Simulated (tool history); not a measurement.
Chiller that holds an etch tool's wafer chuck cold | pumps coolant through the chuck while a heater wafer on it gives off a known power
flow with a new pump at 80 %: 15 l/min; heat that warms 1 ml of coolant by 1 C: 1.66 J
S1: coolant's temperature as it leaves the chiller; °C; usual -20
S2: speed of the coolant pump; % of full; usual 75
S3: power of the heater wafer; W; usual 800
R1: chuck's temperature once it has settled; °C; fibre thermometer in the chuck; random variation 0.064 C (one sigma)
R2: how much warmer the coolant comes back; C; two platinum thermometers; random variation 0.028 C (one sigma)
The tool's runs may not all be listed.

run 1 hour=0.0 | S1=-20 S2=75 S3=800 | R1=-13.40 R2=2.08
run 2 hour=96.3 | S1=-20 S2=75 S3=800 | R1=-13.41 R2=2.08
run 3 hour=200.9 | S1=-20 S2=75 S3=800 | R1=-13.43 R2=2.12
run 4 hour=376.2 | S1=-20 S2=75 S3=800 | R1=-13.32 R2=2.08
run 5 hour=481.3 | S1=-20 S2=75 S3=800 | R1=-13.43 R2=2.07
run 6 hour=635.0 | S1=-20 S2=75 S3=800 | R1=-13.48 R2=2.07
run 7 hour=824.6 | S1=-20 S2=62 S3=954 | R1=-11.09 R2=3.03
run 8 hour=963.8 | S1=-17 S2=62 S3=623 | R1=-11.21 R2=2.02

Forecast run 9:
-- hour=1013.4 coolant pump overhauled
run 9 hour=1176.1 | S1=-12 S2=69 S3=903 | R1=? R2=?

R1: -4.10 °C
R2: 2.60 C
Without the tool's hidden state the same run would have given R1 -4.10 °C, R2 2.60 C.

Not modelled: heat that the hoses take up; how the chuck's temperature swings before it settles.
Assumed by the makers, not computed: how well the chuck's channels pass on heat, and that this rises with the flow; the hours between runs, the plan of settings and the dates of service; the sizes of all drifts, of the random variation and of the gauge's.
